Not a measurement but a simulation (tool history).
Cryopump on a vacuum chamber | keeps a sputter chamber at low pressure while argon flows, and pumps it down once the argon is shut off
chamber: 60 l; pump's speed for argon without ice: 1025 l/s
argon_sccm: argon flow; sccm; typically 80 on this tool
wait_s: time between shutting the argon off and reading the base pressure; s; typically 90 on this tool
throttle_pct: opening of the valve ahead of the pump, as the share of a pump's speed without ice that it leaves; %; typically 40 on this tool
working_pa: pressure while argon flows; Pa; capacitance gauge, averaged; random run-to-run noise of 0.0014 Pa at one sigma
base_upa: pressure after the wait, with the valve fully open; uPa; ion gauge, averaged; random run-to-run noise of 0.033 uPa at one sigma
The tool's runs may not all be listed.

run 1 hour=0 | argon_sccm=80 wait_s=90 throttle_pct=40 | working_pa=0.3371 base_upa=1.93
run 2 hour=33.1 | argon_sccm=80 wait_s=90 throttle_pct=40 | working_pa=0.336 base_upa=1.93
run 3 hour=62.7 | argon_sccm=80 wait_s=36 throttle_pct=40 | working_pa=0.3393 base_upa=4.18
run 4 hour=89.8 | argon_sccm=102 wait_s=36 throttle_pct=40 | working_pa=0.4337 base_upa=4.15
run 5 hour=132.7 | argon_sccm=80 wait_s=90 throttle_pct=40 | working_pa=0.3436 base_upa=1.92
run 6 hour=182.7 | argon_sccm=80 wait_s=90 throttle_pct=40 | working_pa=0.3397 base_upa=1.89
run 7 hour=231.9 | argon_sccm=80 wait_s=90 throttle_pct=40 | working_pa=0.3398 base_upa=2.03
run 8 hour=266.8 | argon_sccm=39 wait_s=90 throttle_pct=40 | working_pa=0.1673 base_upa=1.98
run 9 hour=297.2 | argon_sccm=39 wait_s=90 throttle_pct=40 | working_pa=0.1673 base_upa=2.05
run 10 hour=325.3 | argon_sccm=39 wait_s=90 throttle_pct=40 | working_pa=0.1672 base_upa=1.95
run 11 hour=358.9 | argon_sccm=39 wait_s=90 throttle_pct=40 | working_pa=0.1685 base_upa=1.99
run 12 hour=410.2 | argon_sccm=80 wait_s=90 throttle_pct=40 | working_pa=0.3446 base_upa=2.05
run 13 hour=450.4 | argon_sccm=80 wait_s=90 throttle_pct=40 | working_pa=0.3454 base_upa=2.02
run 14 hour=476.6 | argon_sccm=53 wait_s=90 throttle_pct=40 | working_pa=0.2305 base_upa=2.06
run 15 hour=527.9 | argon_sccm=89 wait_s=90 throttle_pct=40 | working_pa=0.3846 base_upa=2.01
run 16 hour=549.4 | argon_sccm=89 wait_s=90 throttle_pct=40 | working_pa=0.39 base_upa=2.01
run 17 hour=583.5 | argon_sccm=89 wait_s=90 throttle_pct=40 | working_pa=0.3922 base_upa=2.06
run 18 hour=615.1 | argon_sccm=58 wait_s=139 throttle_pct=26 | working_pa=0.3824 base_upa=1.6
run 19 hour=654.6 | argon_sccm=58 wait_s=139 throttle_pct=26 | working_pa=0.3845 base_upa=1.5
run 20 hour=692.7 | argon_sccm=48 wait_s=139 throttle_pct=26 | working_pa=0.3187 base_upa=1.58
run 21 hour=716.5 | argon_sccm=80 wait_s=25 throttle_pct=46 | working_pa=0.3092 base_upa=5.76
run 22 hour=756.9 | argon_sccm=36 wait_s=38 throttle_pct=40 | working_pa=0.1602 base_upa=3.98
run 23 hour=796.6 | argon_sccm=80 wait_s=75 throttle_pct=40 | working_pa=0.3537 base_upa=2.3

The next listed run, before its measurement:
-- hour=812.7 pump warmed up, emptied and cooled again
run 24 hour=841.9 | argon_sccm=65 wait_s=26 throttle_pct=51 | working_pa=? base_upa=?

Run 24 measured working_pa 0.211 Pa, base_upa 5.59 uPa.
With no hidden state in the tool, this same run would have given working_pa 0.2083 Pa, base_upa 5.29 uPa.

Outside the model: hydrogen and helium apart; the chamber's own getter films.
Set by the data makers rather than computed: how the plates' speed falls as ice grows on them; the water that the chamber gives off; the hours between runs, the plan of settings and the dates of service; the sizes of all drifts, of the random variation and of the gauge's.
